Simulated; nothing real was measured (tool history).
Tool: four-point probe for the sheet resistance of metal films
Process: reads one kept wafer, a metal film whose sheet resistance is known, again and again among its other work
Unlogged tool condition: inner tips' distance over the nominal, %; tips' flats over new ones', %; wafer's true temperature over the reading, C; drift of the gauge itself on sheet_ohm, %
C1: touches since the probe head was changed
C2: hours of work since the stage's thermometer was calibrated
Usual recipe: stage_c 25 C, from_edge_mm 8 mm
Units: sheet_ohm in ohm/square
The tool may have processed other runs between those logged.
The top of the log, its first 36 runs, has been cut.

{"run": 37, "hour": 1669.4, "stage_c": 24, "from_edge_mm": 8, "C1": 108610, "C2": 340, "sheet_ohm": 17.342805}
{"run": 38, "hour": 1718.7, "stage_c": 19, "from_edge_mm": 18, "C1": 110478, "C2": 377, "sheet_ohm": 17.401864}
{"run": 39, "hour": 1761.3, "stage_c": 19, "from_edge_mm": 49, "C1": 112096, "C2": 409, "sheet_ohm": 17.394907}
{"run": 40, "hour": 1814.6, "stage_c": 27, "from_edge_mm": 3, "C1": 114115, "C2": 449, "sheet_ohm": 17.617314}
{"run": 41, "hour": 1876.5, "stage_c": 27, "from_edge_mm": 3, "C1": 116464, "C2": 496, "sheet_ohm": 17.623928}
{"run": 42, "hour": 1929.2, "stage_c": 27, "from_edge_mm": 3, "C1": 118463, "C2": 536, "sheet_ohm": 17.627511}
{"run": 43, "hour": 1983.9, "stage_c": 27, "from_edge_mm": 3, "C1": 120540, "C2": 577, "sheet_ohm": 17.626502}
{"run": 44, "hour": 2041.3, "stage_c": 21, "from_edge_mm": 4, "C1": 122718, "C2": 621, "sheet_ohm": 17.582025}

What if the next run were any one of these 3? Each begins from the tool's condition after run 44:
{"run": "A", "hour": 2099.5, "stage_c": 34, "from_edge_mm": 27, "C1": 124927, "C2": 665, "sheet_ohm": "?"}
{"run": "B", "hour": 2099.5, "stage_c": 33, "from_edge_mm": 71, "C1": 124927, "C2": 665, "sheet_ohm": "?"}
{"run": "C", "hour": 2099.5, "stage_c": 30, "from_edge_mm": 8, "C1": 124927, "C2": 665, "sheet_ohm": "?"}

run=A sheet_ohm=17.068562
run=B sheet_ohm=17.084397
run=C sheet_ohm=17.221169
With no hidden state in the tool, these same runs would have given:
run=A sheet_ohm=17.015581
run=B sheet_ohm=17.031391
run=C sheet_ohm=17.167829
